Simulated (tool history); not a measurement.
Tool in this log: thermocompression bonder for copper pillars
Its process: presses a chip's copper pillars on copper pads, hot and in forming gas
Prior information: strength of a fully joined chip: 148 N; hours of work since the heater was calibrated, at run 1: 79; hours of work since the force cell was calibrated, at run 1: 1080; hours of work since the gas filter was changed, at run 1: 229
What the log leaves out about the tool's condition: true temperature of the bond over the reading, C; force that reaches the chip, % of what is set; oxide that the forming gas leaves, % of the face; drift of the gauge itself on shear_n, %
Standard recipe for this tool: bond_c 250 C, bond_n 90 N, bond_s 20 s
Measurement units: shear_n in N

| run | day | bond_c | bond_n | bond_s | hours of work since the heater was calibrated | hours of work since the force cell was calibrated | hours of work since the gas filter was changed | shear_n |
|---|---|---|---|---|---|---|---|---|
| 1 | 0.000 | 250 | 90 | 20 | 79 | 1080 | 229 | 63.9 |
| 2 | 1.508 | 250 | 90 | 20 | 107 | 1107 | 256 | 63.3 |
| 3 | 3.025 | 250 | 90 | 20 | 134 | 1135 | 284 | 63.2 |
| 4 | 5.317 | 250 | 90 | 20 | 175 | 1176 | 325 | 63.2 |
|  | 8.050 | forming gas filter changed |
| 5 | 8.746 | 250 | 90 | 20 | 237 | 1238 | 13 | 63.5 |
| 6 | 12.104 | 250 | 90 | 17 | 297 | 1298 | 73 | 59.7 |
| 7 | 13.942 | 273 | 90 | 17 | 330 | 1331 | 106 | 75.1 |
| 8 | 17.467 | 273 | 90 | 17 | 394 | 1395 | 170 | 75.1 |
| 9 | 19.871 | 252 | 88 | 34 | 437 | 1438 | 213 | 75.8 |
| 10 | 22.217 | 239 | 88 | 34 | 480 | 1481 | 256 | 66.4 |
| 11 | 24.296 | 239 | 88 | 34 | 517 | 1518 | 293 | 66.0 |
| 12 | 27.471 | 244 | 122 | 19 | 575 | 1575 | 350 | 78.9 |

Forecast each of these 3 alternatives for the next run:
|  | 27.921 | force cell calibrated |
|  | 29.029 | forming gas filter changed |
| A | 29.108 | 250 | 92 | 19 | 603 | 21 | 1 | ? |
|  | 27.921 | force cell calibrated |
|  | 29.029 | forming gas filter changed |
| B | 29.108 | 250 | 57 | 20 | 603 | 21 | 1 | ? |
|  | 27.921 | force cell calibrated |
|  | 29.029 | forming gas filter changed |
| C | 29.108 | 259 | 82 | 14 | 603 | 21 | 1 | ? |

| run | shear_n |
|---|---|
| A | 64.2 |
| B | 37.6 |
| C | 55.8 |
Without the tool's hidden state the same runs would have given:
| run | shear_n |
|---|---|
| A | 64.5 |
| B | 37.8 |
| C | 56.1 |
